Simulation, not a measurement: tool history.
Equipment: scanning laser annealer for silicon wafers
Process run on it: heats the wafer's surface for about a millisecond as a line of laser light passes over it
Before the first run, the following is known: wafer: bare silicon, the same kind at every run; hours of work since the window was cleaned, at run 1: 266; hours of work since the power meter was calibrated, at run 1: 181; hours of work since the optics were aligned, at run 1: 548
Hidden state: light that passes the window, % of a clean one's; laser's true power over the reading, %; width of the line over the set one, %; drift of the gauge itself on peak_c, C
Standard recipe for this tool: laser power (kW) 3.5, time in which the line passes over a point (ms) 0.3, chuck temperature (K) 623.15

run     day  laser power (kW)  time in which the line passes over a point (ms)  chuck temperature (K)  hours of work since the window was cleaned  hours of work since the power meter was calibrated  hours of work since the optics were aligned  highest temperature of the surface (K)
  1       0               3.5                                              0.3                 623.15                                         266                                                 181                                          548                                 1301.15
  2   0.604               3.5                                              0.3                 623.15                                         274                                                 189                                          556                                 1302.15
  3   1.179               3.5                                            0.274                 623.15                                         282                                                 197                                          564                                 1276.15
  4   1.971               3.5                                            0.274                 623.15                                         293                                                 208                                          575                                 1274.15
  5   2.596               3.5                                              0.3                 623.15                                         302                                                 217                                          584                                 1301.15
  6   3.096               3.5                                              0.3                 623.15                                         309                                                 224                                          591                                 1299.15
  7   3.754               3.5                                              0.3                 623.15                                         318                                                 233                                          600                                 1295.15
  8     4.5             3.351                                              0.3                 623.15                                         329                                                 244                                          610                                 1260.15
  9   5.296             3.209                                              0.3                 623.15                                         340                                                 255                                          621                                 1223.15
 10   6.396             3.209                                              0.3                 623.15                                         355                                                 270                                          637                                 1224.15
 11   7.088               3.5                                              0.3                 593.15                                         365                                                 280                                          646                                 1259.15
 12   7.692             3.796                                              0.3                 623.15                                         373                                                 288                                          655                                 1361.15
 13     8.7             3.796                                              0.3                 623.15                                         387                                                 302                                          669                                 1364.15
 14   9.304             3.796                                            0.302                 623.15                                         396                                                 311                                          677                                 1361.15
 15  10.088               3.5                                              0.3                 623.15                                         407                                                 322                                          688                                 1285.15
 16  11.162               3.5                                              0.3                 623.15                                         422                                                 337                                          703                                 1284.15
 17  11.908               3.5                                              0.3                 623.15                                         432                                                 347                                          714                                 1284.15
 18  12.662               3.5                                            0.227                 623.15                                         443                                                 357                                          724                                 1208.15
 19  13.296               3.5                                            0.271                 623.15                                         451                                                 366                                          733                                 1253.15
 20  13.929               3.5                                            0.271                 623.15                                         460                                                 375                                          742                                 1254.15
     14.975  -- window over the wafer cleaned
 21  15.108               3.5                                              0.3                 617.15                                           2                                                 390                                          757                                 1321.15
 22  16.229               3.5                                              0.3                 617.15                                          17                                                 406                                          773                                 1319.15
 23  16.779               3.5                                              0.3                 617.15                                          25                                                 414                                          781                                 1319.15
 24  17.858             3.566                                              0.3                 617.15                                          40                                                 429                                          796                                 1337.15
 25  18.517             3.566                                              0.3                 617.15                                          49                                                 438                                          805                                 1336.15
 26  19.388               3.5                                            0.355                 616.15                                          62                                                 450                                          817                                 1367.15
 27  20.283             3.773                                            0.276                 642.15                                          74                                                 463                                          829                                 1383.15
 28  20.896               3.5                                              0.3                 583.15                                          83                                                 471                                          838                                 1278.15
 29  21.708               3.5                                              0.3                 583.15                                          94                                                 482                                          849                                 1278.15
 30   22.65             3.274                                              0.3                 625.15                                         107                                                 496                                          862                                 1259.15
 31  23.633             3.679                                             0.29                 623.15                                         121                                                 509                                          876                                 1348.15
 32  24.362             3.603                                              0.3                 660.15                                         131                                                 519                                          886                                 1375.15
 33  25.254             3.113                                            0.347                 660.15                                         143                                                 532                                          899                                 1287.15
 34  26.033             3.726                                            0.244                 660.15                                         154                                                 543                                          910                                 1339.15
 35  26.929             3.708                                             0.22                 623.15                                         167                                                 555                                          922                                 1268.15
 36  27.408             3.708                                             0.22                 623.15                                         173                                                 562                                          929                                 1265.15
 37  28.521             3.812                                            0.271                 623.15                                         189                                                 577                                          944                                 1356.15
 38   29.45             3.284                                             0.32                 636.15                                         202                                                 590                                          957                                 1278.15

Had the tool no unlogged condition, and each run kept its random variation, what would the results have been?
run  highest temperature of the surface (K)
  1                                 1338.15
  2                                 1341.15
  3                                 1313.15
  4                                 1313.15
  5                                 1342.15
  6                                 1342.15
  7                                 1339.15
  8                                 1302.15
  9                                 1264.15
 10                                 1267.15
 11                                 1307.15
 12                                 1416.15
 13                                 1420.15
 14                                 1418.15
 15                                 1338.15
 16                                 1338.15
 17                                 1340.15
 18                                 1259.15
 19                                 1309.15
 20                                 1311.15
 21                                 1333.15
 22                                 1333.15
 23                                 1334.15
 24                                 1354.15
 25                                 1354.15
 26                                 1387.15
 27                                 1405.15
 28                                 1299.15
 29                                 1301.15
 30                                 1281.15
 31                                 1375.15
 32                                 1403.15
 33                                 1313.15
 34                                 1369.15
 35                                 1297.15
 36                                 1295.15
 37                                 1392.15
 38                                 1311.15
